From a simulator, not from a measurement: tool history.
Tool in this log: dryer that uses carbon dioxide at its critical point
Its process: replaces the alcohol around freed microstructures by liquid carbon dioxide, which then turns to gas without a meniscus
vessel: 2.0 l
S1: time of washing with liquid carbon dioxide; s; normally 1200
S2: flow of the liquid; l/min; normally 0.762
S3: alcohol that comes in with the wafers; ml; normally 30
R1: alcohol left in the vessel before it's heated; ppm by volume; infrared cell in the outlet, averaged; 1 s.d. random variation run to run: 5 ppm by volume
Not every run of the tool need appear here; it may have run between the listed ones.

Run 1, day 0: usual settings. Result: R1 53 ppm by volume.
Run 2, day 0.646: usual settings. Result: R1 50 ppm by volume.
Run 3, day 0.967: usual settings. Result: R1 44 ppm by volume.
Run 4, day 1.417: usual settings. Result: R1 56 ppm by volume.
Run 5, day 1.95: usual settings but S3 47 ml. Result: R1 71 ppm by volume.
Run 6, day 2.362: usual settings but S3 47 ml. Result: R1 69 ppm by volume.
Run 7, day 3.096: usual settings. Result: R1 59 ppm by volume.
Run 8, day 3.562: usual settings. Result: R1 48 ppm by volume.
Run 9, day 4.175: usual settings. Result: R1 53 ppm by volume.
Run 10, day 4.654: usual settings. Result: R1 52 ppm by volume.
Run 11, day 5.029: usual settings but S1 1740 s. Result: R1 25 ppm by volume.
Run 12, day 5.446: usual settings but S2 0.47 l/min, S3 81 ml. Result: R1 925 ppm by volume.
Run 13, day 6.158: usual settings but S2 0.47 l/min, S3 81 ml. Result: R1 915 ppm by volume.
Run 14, day 6.658: usual settings but S2 0.47 l/min, S3 81 ml. Result: R1 934 ppm by volume.
Run 15, day 7.367: usual settings but S2 0.47 l/min, S3 81 ml. Result: R1 941 ppm by volume.
Run 16, day 8.042: usual settings but S2 0.47 l/min, S3 81 ml. Result: R1 928 ppm by volume.
Run 17, day 8.658: usual settings but S2 0.773 l/min. Result: R1 49 ppm by volume.
Run 18, day 9.296: usual settings but S2 0.773 l/min. Result: R1 61 ppm by volume.
Run 19, day 9.638: usual settings but S2 0.773 l/min, S3 36 ml. Result: R1 66 ppm by volume.
Run 20, day 9.938: usual settings but S1 1440 s, S2 0.476 l/min, S3 22 ml. Result: R1 133 ppm by volume.

Had the tool no unlogged condition, and each run kept its random variation, what would the results have been?
Hidden state at play: flow that reaches the vessel past the clogged filter, %; alcohol in the recycled carbon dioxide, ppm; drift of the gauge itself on alcohol_ppm, %.
run   R1
  1   37
  2   33
  3   27
  4   39
  5   50
  6   47
  7   40
  8   28
  9   33
 10   32
 11   10
 12  805
 13  794
 14  808
 15  812
 16  797
 17   25
 18   37
 19   40
 20   98
